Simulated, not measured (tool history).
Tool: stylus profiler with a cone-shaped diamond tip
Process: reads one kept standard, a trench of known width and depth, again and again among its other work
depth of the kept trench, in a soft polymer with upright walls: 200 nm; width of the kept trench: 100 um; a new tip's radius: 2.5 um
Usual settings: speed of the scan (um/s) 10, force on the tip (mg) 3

| run | hour | speed of the scan (um/s) | force on the tip (mg) | depth of the trench (nm) | width of the trench's floor (um) |
|---|---|---|---|---|---|
| 1 | 0 | 10 | 3 | 202.92 | 97.94 |
| 2 | 25.4 | 8 | 3 | 202.96 | 97.95 |
| 3 | 47.8 | 8 | 3.27 | 203.09 | 97.91 |
| 4 | 85.9 | 10 | 4.08 | 203.54 | 97.96 |
| 5 | 121.1 | 2 | 4.08 | 203.63 | 97.93 |
| 6 | 146.3 | 10 | 3 | 202.94 | 97.92 |
| 7 | 181.5 | 13 | 3 | 202.92 | 97.94 |
| 8 | 217.3 | 13 | 3 | 202.98 | 97.93 |
| 9 | 243.9 | 10 | 2.44 | 202.63 | 97.87 |
| 10 | 278.3 | 10 | 2.44 | 202.61 | 97.97 |
| 11 | 313.9 | 10 | 2.44 | 202.55 | 97.87 |
| 12 | 341.1 | 9 | 2.44 | 202.62 | 97.94 |
| 13 | 362.8 | 10 | 3 | 202.9 | 97.95 |
| 14 | 387.5 | 10 | 3 | 202.98 | 97.89 |
| 15 | 414.2 | 9 | 5.31 | 204.28 | 97.99 |
| 16 | 445.2 | 28 | 3.62 | 203.36 | 97.9 |
| 17 | 466.3 | 28 | 3.62 | 203.25 | 97.9 |
|  | 468.4 | height scale calibrated on a step standard |
| 18 | 495 | 28 | 3.62 | 203.43 | 97.89 |
| 19 | 520.6 | 28 | 3.62 | 203.49 | 97.9 |
| 20 | 551.6 | 10 | 1.57 | 202.15 | 97.93 |
| 21 | 572.8 | 10 | 1.57 | 202.11 | 97.83 |
| 22 | 589.8 | 10 | 1.57 | 202.14 | 97.87 |
| 23 | 613 | 10 | 1.57 | 202.05 | 97.84 |
|  | 624.5 | height scale calibrated on a step standard, once more |
| 24 | 632.4 | 10 | 1.95 | 202.09 | 97.87 |
| 25 | 655.4 | 10 | 1.95 | 202.06 | 97.89 |

4 ways to go on from here, each from the tool as it stands after run 25. What would each give?
| A | 689.9 | 25 | 3.16 | ? | ? |
| B | 689.9 | 10 | 6.55 | ? | ? |
| C | 689.9 | 18 | 2.16 | ? | ? |
| D | 689.9 | 24 | 3.04 | ? | ? |

| run | depth of the trench (nm) | width of the trench's floor (um) |
|---|---|---|
| A | 202.85 | 97.88 |
| B | 204.59 | 97.92 |
| C | 202.23 | 97.78 |
| D | 202.75 | 97.78 |
Without the tool's hidden state the same runs would have given:
| run | depth of the trench (nm) | width of the trench's floor (um) |
|---|---|---|
| A | 202.85 | 97.97 |
| B | 204.58 | 98.01 |
| C | 202.23 | 97.87 |
| D | 202.75 | 97.87 |
